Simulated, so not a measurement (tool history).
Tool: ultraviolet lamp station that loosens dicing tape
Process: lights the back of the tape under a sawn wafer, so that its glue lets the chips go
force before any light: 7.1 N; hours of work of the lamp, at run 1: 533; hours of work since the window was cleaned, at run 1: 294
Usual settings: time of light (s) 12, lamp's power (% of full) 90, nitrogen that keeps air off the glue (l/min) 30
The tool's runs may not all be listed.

run	hour	time of light (s)	lamp's power (% of full)	nitrogen that keeps air off the glue (l/min)	hours of work of the lamp	hours of work since the window was cleaned	force that peels the tape off (N)	light that reached the tape (mJ/cm²)
1	0	12	90	30	533	294	1.29	174
# hour 34.8: window cleaned of glue's vapour
2	57.4	12	90	30	559	10	1.436	165
3	128	15	90	30	590	42	1.093	196
4	184.6	15	90	18	616	68	1.474	189
5	232.7	15	92	18	638	89	1.484	186
6	280.4	12	90	30	659	111	1.82	139
7	323.3	12	90	30	678	130	1.881	137
# hour 368.7: lamp changed
8	383.2	12	90	30	7	157	0.8	234
9	434.8	11	90	30	30	180	0.938	203
# hour 448.5: window cleaned of glue's vapour, once more
10	492	12	88	11	55	20	0.954	285
11	547.2	12	88	11	80	45	0.976	279
12	610.7	8	90	30	109	73	1.215	186
13	683.4	16	62	26	142	106	0.785	240
14	733	16	62	26	164	128	0.838	234
15	785.8	16	62	26	188	152	0.861	229
16	824.5	10	73	30	205	170	1.38	166
17	880	10	73	30	230	195	1.577	159
18	915.2	20	68	46	246	210	0.408	291

3 ways to go on from here, each from the tool as it stands after run 18. What would each give?
A	972	13	83	26	272	236	?	?
B	972	16	94	29	272	236	?	?
C	972	16	90	30	272	236	?	?

run	force that peels the tape off (N)	light that reached the tape (mJ/cm²)
A	0.901	223
B	0.449	309
C	0.477	300
Without the tool's hidden state the same runs would have given:
run	force that peels the tape off (N)	light that reached the tape (mJ/cm²)
A	0.474	308
B	0.246	429
C	0.253	415

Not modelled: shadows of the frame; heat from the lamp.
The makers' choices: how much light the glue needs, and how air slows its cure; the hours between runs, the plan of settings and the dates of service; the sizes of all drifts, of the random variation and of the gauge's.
